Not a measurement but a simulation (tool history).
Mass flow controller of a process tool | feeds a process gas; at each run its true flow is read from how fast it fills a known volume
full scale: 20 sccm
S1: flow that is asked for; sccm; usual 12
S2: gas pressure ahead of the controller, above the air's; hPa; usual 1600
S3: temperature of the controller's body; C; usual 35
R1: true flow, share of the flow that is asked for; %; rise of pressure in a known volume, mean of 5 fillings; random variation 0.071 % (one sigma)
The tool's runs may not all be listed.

run    hour  S1    S2  S3      R1
  1       0  12  1600  35   99.73
  2    50.4  12  2630  35   99.19
  3   121.5  12  1600  35   99.81
  4   155.5  12  1600  35   99.63
  5   215.9  12  1600  35   99.72
  6   287.8  12  1600  35   99.78
  7   323.4  12  1600  35   99.75
  8     398  12  1600  35   99.89
  9   443.2  12  1600  35   99.81
 10   520.8  12  1600  35   99.82
 11   587.1  12  1600  35   99.86
 12   629.3  12  1600  35   99.62
 13   692.2  12  1600  35   99.86
 14   745.5  12  1600  35   99.91
 15   785.6  12  1600  35   99.94
 16   849.1  12  1600  35   99.91
 17   893.2  12  1600  35   99.83
 18     934  12  1600  35   99.99
 19   993.1  12  1600  35   99.92
 20    1054  12  1600  35  100.08
 21  1119.1  12  1600  35   99.88
 22  1158.6  12  1600  35   99.95
 23  1211.6  12  1600  35   99.94
 24  1253.4  12  1600  35   99.96
 25  1315.1  18  1600  35  100.98
 26  1366.4  19  2530  25   99.76
 27    1433  12  1630  35   99.93
 28    1512   4  1540  35   98.14
 29  1550.7   4  1540  35   98.23
 30  1598.5  12  2290  35   99.72
 31  1649.4   3  1800  38   97.83
 32  1711.1   3  1800  38   97.97
 33  1765.2   5  2510  35   98.17
 34  1818.3   5  2510  35   98.04
 35  1856.7   6  1450  35   99.03
 36  1917.8   6  1830  35   98.63
 37  1992.7   6  1830  35   98.65
 38  2057.8   6  1830  35   98.68
 39  2120.2   6  1830  36   98.85
 40  2154.8  11  1450  35   99.88
 41  2196.8   6  1600  35   98.76
 42  2242.2   6  1600  35   98.82
 43    2293  12  1760  22    98.9
 44    2352  12  1450  22   98.89
 45  2408.2   3  1810  25   96.63
 46  2456.1   3  1810  25    96.7
 47  2494.1   3  1580  25   96.74
 48    2537   3  1580  25   96.86

3 ways to go on from here, each from the tool as it stands after run 48. What would each give?
  A  2578.6   8  1610  27   ?
  B  2578.6  15  1690  28   ?
  C  2578.6  11  1890  21   ?

run      R1
  A   98.58
  B  100.06
  C   98.52
Without the tool's hidden state the same runs would have given:
run     R1
  A  98.53
  B  99.75
  C  98.31
